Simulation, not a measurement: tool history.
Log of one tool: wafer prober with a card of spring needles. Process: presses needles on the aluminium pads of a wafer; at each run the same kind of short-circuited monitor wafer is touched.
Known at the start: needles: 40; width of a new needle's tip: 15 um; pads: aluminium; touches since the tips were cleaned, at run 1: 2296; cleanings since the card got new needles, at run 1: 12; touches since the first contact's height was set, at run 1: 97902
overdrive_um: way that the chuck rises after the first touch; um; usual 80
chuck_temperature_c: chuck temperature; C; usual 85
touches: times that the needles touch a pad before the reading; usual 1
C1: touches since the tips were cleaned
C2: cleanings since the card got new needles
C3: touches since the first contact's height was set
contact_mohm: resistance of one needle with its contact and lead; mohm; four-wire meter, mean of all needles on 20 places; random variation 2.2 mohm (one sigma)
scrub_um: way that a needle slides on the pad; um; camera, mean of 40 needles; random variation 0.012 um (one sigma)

Run 1, day 0: usual settings; C1 2296; C2 12; C3 97902. Result: contact_mohm 252 mohm, scrub_um 10.31 um.
At day 0.433: tips cleaned on abrasive film.
Run 2, day 0.621: usual settings; C1 2547; C2 13; C3 106307. Result: contact_mohm 249 mohm, scrub_um 10.33 um.
At day 0.992: tips cleaned on abrasive film.
Run 3, day 1.167: usual settings; C1 2364; C2 14; C3 113725. Result: contact_mohm 249 mohm, scrub_um 10.31 um.
At day 1.588: tips cleaned on abrasive film.
Run 4, day 1.621: usual settings; C1 448; C2 15; C3 119880. Result: contact_mohm 256 mohm, scrub_um 10.31 um.
At day 2.171: tips cleaned on abrasive film.
Run 5, day 2.279: usual settings; C1 1515; C2 16; C3 128843. Result: contact_mohm 248 mohm, scrub_um 10.27 um.
At day 2.742: tips cleaned on abrasive film.
Run 6, day 2.879: usual settings but overdrive_um 96 um; C1 1879; C2 17; C3 136952. Result: contact_mohm 250 mohm, scrub_um 12.34 um.
At day 2.988: height of the first contact set anew.
At day 3.321: tips cleaned on abrasive film.
Run 7, day 3.4: usual settings but overdrive_um 96 um; C1 1031; C2 18; C3 5583. Result: contact_mohm 250 mohm, scrub_um 12.33 um.
Run 8, day 3.775: usual settings but overdrive_um 62 um; C1 6180; C2 18; C3 10732. Result: contact_mohm 256 mohm, scrub_um 7.95 um.
At day 3.888: tips cleaned on abrasive film.
Run 9, day 4.429: usual settings but overdrive_um 74 um, chuck_temperature_c 105 C; C1 7410; C2 19; C3 19625. Result: contact_mohm 263 mohm, scrub_um 9.48 um.
At day 4.471: tips cleaned on abrasive film.
Run 10, day 4.979: usual settings but overdrive_um 72 um, chuck_temperature_c 71 C, touches 2; C1 6964; C2 20; C3 27079. Result: contact_mohm 251 mohm, scrub_um 9.2 um.
At day 5.038: tips cleaned on abrasive film.
At day 5.596: tips cleaned on abrasive film.
Run 11, day 5.646: usual settings but overdrive_um 65 um, chuck_temperature_c 70 C, touches 2; C1 676; C2 22; C3 36047. Result: contact_mohm 253 mohm, scrub_um 8.3 um.
At day 6.154: tips cleaned on abrasive film.
Run 12, day 6.238: usual settings but overdrive_um 65 um, chuck_temperature_c 70 C, touches 2; C1 1142; C2 23; C3 44072. Result: contact_mohm 254 mohm, scrub_um 8.31 um.
At day 6.746: tips cleaned on abrasive film.
Run 13, day 6.796: usual settings but overdrive_um 79 um, chuck_temperature_c 70 C; C1 702; C2 24; C3 51674. Result: contact_mohm 247 mohm, scrub_um 10.07 um.

4 ways to go on from here, each from the tool as it stands after run 13. What would each give?
At day 7.338: tips cleaned on abrasive film.
Run A, day 7.388: usual settings but overdrive_um 98 um; C1 634; C2 25; C3 59663. Result: contact_mohm ?, scrub_um ?.
At day 7.338: tips cleaned on abrasive film.
Run B, day 7.388: usual settings but overdrive_um 78 um, chuck_temperature_c 56 C; C1 634; C2 25; C3 59663. Result: contact_mohm ?, scrub_um ?.
At day 7.338: tips cleaned on abrasive film.
Run C, day 7.388: usual settings but overdrive_um 85 um, chuck_temperature_c 39 C, touches 2; C1 634; C2 25; C3 59663. Result: contact_mohm ?, scrub_um ?.
At day 7.338: tips cleaned on abrasive film.
Run D, day 7.388: usual settings but overdrive_um 73 um, touches 2; C1 634; C2 25; C3 59663. Result: contact_mohm ?, scrub_um ?.

run  contact_mohm  scrub_um
  A           250     12.46
  B           244      9.95
  C           239     10.84
  D           259      9.32
Without the tool's hidden state the same runs would have given:
run  contact_mohm  scrub_um
  A           250     12.62
  B           244     10.08
  C           238     10.97
  D           258      9.44
